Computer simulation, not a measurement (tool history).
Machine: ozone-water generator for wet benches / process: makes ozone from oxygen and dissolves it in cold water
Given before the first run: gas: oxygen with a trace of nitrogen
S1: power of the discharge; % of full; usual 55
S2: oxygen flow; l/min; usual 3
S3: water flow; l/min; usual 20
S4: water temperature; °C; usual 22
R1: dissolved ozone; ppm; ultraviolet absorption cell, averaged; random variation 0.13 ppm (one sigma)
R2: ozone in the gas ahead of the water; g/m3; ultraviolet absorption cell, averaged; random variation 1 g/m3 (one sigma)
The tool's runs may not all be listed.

run	hour	S1	S2	S3	S4	R1	R2
1	0	55	3	20	22	13	166.1
2	65.6	55	3	20	22	13	165.2
3	127.7	55	3	20	22	13.3	167.2
4	176.3	55	3	20	22	13.2	166.1
5	247.9	76	3	20	22	16.1	208.2
6	328.7	76	3	20	22	16	208
7	385.5	55	3	20	28	12.2	167.7
8	467	55	3	20	28	12.2	166.8
9	544.2	55	3	20	28	12.1	165.5
10	625.9	98	3.7	15	22	24.4	217.8

Predict the results of run 11:
11	716	98	3.7	15	22	?	?

{"run 11": {"R1": 24.2, "R2": 216.8}}
Without the tool's hidden state the same run would have given R1 26.2 ppm, R2 229.2 g/m3.
